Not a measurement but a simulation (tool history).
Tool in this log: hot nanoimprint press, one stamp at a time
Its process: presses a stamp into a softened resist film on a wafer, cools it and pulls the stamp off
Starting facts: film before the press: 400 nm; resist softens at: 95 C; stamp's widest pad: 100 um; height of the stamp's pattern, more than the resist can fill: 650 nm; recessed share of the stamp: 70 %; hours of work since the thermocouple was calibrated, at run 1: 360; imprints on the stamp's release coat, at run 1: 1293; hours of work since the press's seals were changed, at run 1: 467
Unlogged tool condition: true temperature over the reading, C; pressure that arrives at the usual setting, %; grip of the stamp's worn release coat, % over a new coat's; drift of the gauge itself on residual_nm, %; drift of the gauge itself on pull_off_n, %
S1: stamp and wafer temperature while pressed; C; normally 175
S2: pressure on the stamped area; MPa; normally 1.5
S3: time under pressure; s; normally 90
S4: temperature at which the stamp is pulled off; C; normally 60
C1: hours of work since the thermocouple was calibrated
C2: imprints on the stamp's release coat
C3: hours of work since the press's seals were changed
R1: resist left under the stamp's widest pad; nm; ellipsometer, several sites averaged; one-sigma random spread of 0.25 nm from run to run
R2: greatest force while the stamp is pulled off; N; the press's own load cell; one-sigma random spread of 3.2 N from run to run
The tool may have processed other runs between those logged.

run,day,S1,S2,S3,S4,C1,C2,C3,R1,R2
1,0,175,1.5,90,60,360,1293,467,163.8,293
# day 1.096: stamp cleaned and given a new release coat
2,1.15,175,1.5,90,60,374,5,481,163.2,238
3,1.746,175,1.5,90,60,383,66,490,163.3,247
# day 1.917: plate thermocouple calibrated
4,2.646,175,1.5,90,60,11,145,502,162.5,237
5,3.133,175,1.5,90,60,19,195,510,162.4,242
# day 3.925: plate thermocouple calibrated, once more
6,4.267,175,1.5,90,60,5,298,526,166.7,259
7,4.825,175,1.5,145,60,14,355,535,137.9,253
8,5.412,175,1.5,90,60,23,415,544,166.5,258
9,6.108,175,1.5,90,68,34,486,555,166.8,241
10,6.858,175,1.5,90,51,46,562,567,166.5,291
11,7.654,175,1.5,90,51,59,644,579,166.4,294
12,8.262,175,1.5,90,60,68,706,589,166.1,267
13,9.271,175,1.5,90,60,84,809,605,166,275
14,9.858,175,1.5,90,60,94,869,614,166.6,274
15,10.429,175,1.5,90,60,103,927,623,166.7,282
16,11.079,175,1.1,170,64,113,993,633,149.9,267
17,11.504,175,1.1,170,64,119,1037,640,150.2,276
18,12.392,175,1.1,170,64,133,1127,654,150.1,271
19,13.325,175,1.1,170,64,148,1223,669,150.4,279
20,13.871,185,1.5,174,60,157,1278,677,98.8,301
# day 15.121: stamp cleaned and given a new release coat
21,15.121,185,1.5,174,60,173,0,693,98.9,237
22,15.588,185,1.5,174,60,180,47,700,98.7,236
23,16.25,185,1.5,174,60,190,115,711,99,246
24,17.279,185,1.96,90,60,207,220,727,114.7,244
25,17.996,169,2.31,90,60,218,293,738,160.8,248
26,18.921,174,1.5,60,49,232,387,753,198.2,285
27,19.642,168,1.04,90,60,244,461,764,229.8,260
28,20.65,175,1.96,90,60,260,564,780,147,260
29,21.212,175,1.5,90,51,269,621,789,166.3,292

Results for each run, recomputed without the tool's hidden state and with each run's random variation untouched:
run,R1,R2
1,163.3,238
2,162.7,240
3,162.8,245
4,162.7,233
5,162.7,236
6,162.9,245
7,134.6,237
8,162.7,239
9,163,221
10,162.7,263
11,162.6,262
12,162.4,236
13,162.3,239
14,162.9,236
15,163,241
16,147.5,226
17,147.8,232
18,147.8,224
19,148.1,228
20,96.4,244
21,96.4,238
22,96.3,235
23,96.5,242
24,110.7,236
25,154.6,237
26,194.3,267
27,227.8,240
28,142.2,236
29,162.7,263

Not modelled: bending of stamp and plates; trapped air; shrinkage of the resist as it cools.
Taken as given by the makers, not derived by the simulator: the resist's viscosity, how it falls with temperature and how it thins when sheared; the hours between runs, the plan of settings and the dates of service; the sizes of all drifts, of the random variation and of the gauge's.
